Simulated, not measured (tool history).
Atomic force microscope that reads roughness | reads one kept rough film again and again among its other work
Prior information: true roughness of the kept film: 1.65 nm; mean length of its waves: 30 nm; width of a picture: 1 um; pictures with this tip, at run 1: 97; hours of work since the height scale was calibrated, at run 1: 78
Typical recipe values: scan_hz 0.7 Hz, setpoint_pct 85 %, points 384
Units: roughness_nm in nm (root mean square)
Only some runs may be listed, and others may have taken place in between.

| run | hour | scan_hz | setpoint_pct | points | pictures with this tip | hours of work since the height scale was calibrated | roughness_nm |
|---|---|---|---|---|---|---|---|
| 1 | 0 | 0.7 | 85 | 384 | 97 | 78 | 1.487 |
| 2 | 18.6 | 0.7 | 85 | 384 | 124 | 90 | 1.476 |
| 3 | 51.7 | 0.7 | 85 | 384 | 172 | 110 | 1.492 |
| 4 | 73.7 | 0.7 | 85 | 1018 | 204 | 124 | 1.486 |
| 5 | 88.1 | 0.7 | 85 | 1018 | 225 | 133 | 1.482 |
| 6 | 111.3 | 0.7 | 85 | 1018 | 258 | 148 | 1.487 |
| 7 | 136 | 0.7 | 85 | 1018 | 294 | 163 | 1.494 |
|  | 150.6 | new tip fitted |
| 8 | 159.8 | 1.696 | 85 | 384 | 13 | 178 | 1.377 |
| 9 | 193.5 | 1.696 | 85 | 384 | 62 | 199 | 1.36 |
| 10 | 214.7 | 0.7 | 85 | 384 | 93 | 212 | 1.483 |
| 11 | 230.8 | 0.7 | 85 | 384 | 116 | 222 | 1.478 |
| 12 | 251.4 | 0.7 | 85 | 384 | 146 | 235 | 1.475 |
| 13 | 273.2 | 0.7 | 85 | 326 | 177 | 249 | 1.48 |
| 14 | 297.9 | 0.796 | 85 | 326 | 213 | 264 | 1.458 |
| 15 | 316.1 | 0.796 | 85 | 326 | 239 | 276 | 1.458 |
| 16 | 346.3 | 1.47 | 85 | 304 | 283 | 295 | 1.368 |
|  | 369.4 | new tip fitted |
| 17 | 375.2 | 0.522 | 72 | 596 | 9 | 313 | 1.547 |
| 18 | 396.3 | 0.522 | 72 | 596 | 39 | 326 | 1.55 |
| 19 | 429.5 | 0.522 | 72 | 596 | 87 | 347 | 1.541 |
| 20 | 453.6 | 0.522 | 72 | 596 | 122 | 362 | 1.544 |
| 21 | 488.2 | 3.565 | 85 | 656 | 172 | 383 | 1.183 |
| 22 | 522 | 1.966 | 81 | 772 | 221 | 405 | 1.374 |
| 23 | 551.5 | 1.966 | 81 | 772 | 263 | 423 | 1.371 |
| 24 | 570 | 0.72 | 88 | 1013 | 290 | 435 | 1.466 |
|  | 588.9 | new tip fitted |
| 25 | 589.2 | 1.131 | 80 | 416 | 0 | 446 | 1.455 |
| 26 | 603.9 | 1.131 | 80 | 416 | 22 | 456 | 1.459 |
| 27 | 628.2 | 1.616 | 73 | 384 | 57 | 471 | 1.456 |
| 28 | 662.4 | 1.616 | 88 | 436 | 106 | 492 | 1.337 |

Estimate the outcome of run 29 from the log above:
| 29 | 684.3 | 1.616 | 88 | 436 | 138 | 506 | ? |

roughness_nm: 1.348 nm (root mean square)
The same run, on a tool lacking any hidden state, would have yielded roughness_nm 1.35 nm (root mean square).
